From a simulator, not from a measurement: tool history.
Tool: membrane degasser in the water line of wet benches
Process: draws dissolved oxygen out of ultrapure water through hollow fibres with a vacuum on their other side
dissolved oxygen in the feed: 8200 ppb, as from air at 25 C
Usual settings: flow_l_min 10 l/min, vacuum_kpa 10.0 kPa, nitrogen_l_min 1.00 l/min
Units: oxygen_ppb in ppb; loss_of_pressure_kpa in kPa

| run | hour | flow_l_min | vacuum_kpa | nitrogen_l_min | oxygen_ppb | loss_of_pressure_kpa |
|---|---|---|---|---|---|---|
| 1 | 0.0 | 10 | 10.0 | 1.00 | 175.3 | 38.08 |
| 2 | 45.2 | 10 | 10.0 | 1.00 | 175.8 | 38.12 |
| 3 | 98.6 | 10 | 10.0 | 1.00 | 175.0 | 38.00 |
| 4 | 155.9 | 10 | 10.0 | 1.00 | 174.6 | 38.20 |
| 5 | 213.5 | 11 | 10.0 | 1.00 | 198.2 | 41.78 |
| 6 | 267.9 | 11 | 10.0 | 1.00 | 197.7 | 41.90 |
| 7 | 307.3 | 11 | 10.0 | 1.00 | 198.8 | 42.06 |
| 8 | 349.9 | 13 | 10.0 | 1.00 | 243.8 | 49.57 |
| 9 | 393.3 | 13 | 10.0 | 1.00 | 242.8 | 49.27 |
| 10 | 448.2 | 10 | 17.9 | 1.00 | 351.3 | 38.34 |
| 11 | 498.5 | 10 | 10.0 | 1.04 | 170.7 | 38.35 |
| 12 | 531.9 | 10 | 10.0 | 1.04 | 170.5 | 38.28 |
| 13 | 574.2 | 10 | 10.0 | 1.04 | 171.7 | 38.41 |
| 14 | 630.0 | 10 | 10.0 | 0.72 | 231.7 | 38.41 |
| 15 | 671.9 | 10 | 10.0 | 0.72 | 231.9 | 38.29 |
| 16 | 721.5 | 10 | 10.0 | 0.72 | 232.3 | 38.20 |
| 17 | 760.4 | 7 | 10.0 | 1.00 | 118.2 | 26.85 |
| 18 | 800.1 | 7 | 20.3 | 0.84 | 335.6 | 26.69 |
| 19 | 849.4 | 12 | 17.0 | 0.58 | 627.1 | 45.99 |
| 20 | 880.7 | 16 | 6.1 | 1.68 | 145.3 | 61.11 |
| 21 | 929.1 | 16 | 6.1 | 1.68 | 147.1 | 61.27 |
| 22 | 963.8 | 7 | 10.4 | 1.03 | 121.8 | 26.75 |
| 23 | 994.3 | 7 | 10.4 | 1.03 | 122.3 | 26.36 |
| 24 | 1046.1 | 11 | 10.6 | 1.41 | 163.7 | 41.97 |
| 25 | 1102.0 | 15 | 11.1 | 0.56 | 496.3 | 57.42 |
| 26 | 1143.1 | 11 | 12.3 | 1.36 | 196.6 | 42.22 |
| 27 | 1173.7 | 11 | 12.3 | 0.50 | 443.7 | 42.31 |
| 28 | 1222.2 | 8 | 16.7 | 0.77 | 329.4 | 30.45 |
| 29 | 1248.5 | 11 | 18.2 | 0.77 | 493.5 | 41.64 |
| 30 | 1296.2 | 10 | 10.0 | 0.42 | 361.7 | 38.45 |
| 31 | 1342.9 | 10 | 10.0 | 0.42 | 361.9 | 37.96 |
| 32 | 1374.0 | 10 | 10.0 | 0.42 | 359.2 | 38.45 |
| 33 | 1416.7 | 14 | 10.4 | 0.42 | 529.2 | 53.69 |

3 ways to go on from here, each from the tool as it stands after run 33. What would each give?
| A | 1440.3 | 7 | 6.3 | 0.42 | ? | ? |
| B | 1440.3 | 11 | 10.0 | 1.31 | ? | ? |
| C | 1440.3 | 7 | 11.3 | 1.00 | ? | ? |

| run | oxygen_ppb | loss_of_pressure_kpa |
|---|---|---|
| A | 123.4 | 26.69 |
| B | 161.0 | 42.19 |
| C | 140.2 | 27.09 |
Without the tool's hidden state the same runs would have given:
| run | oxygen_ppb | loss_of_pressure_kpa |
|---|---|---|
| A | 119.7 | 26.52 |
| B | 158.1 | 41.92 |
| C | 138.1 | 26.92 |
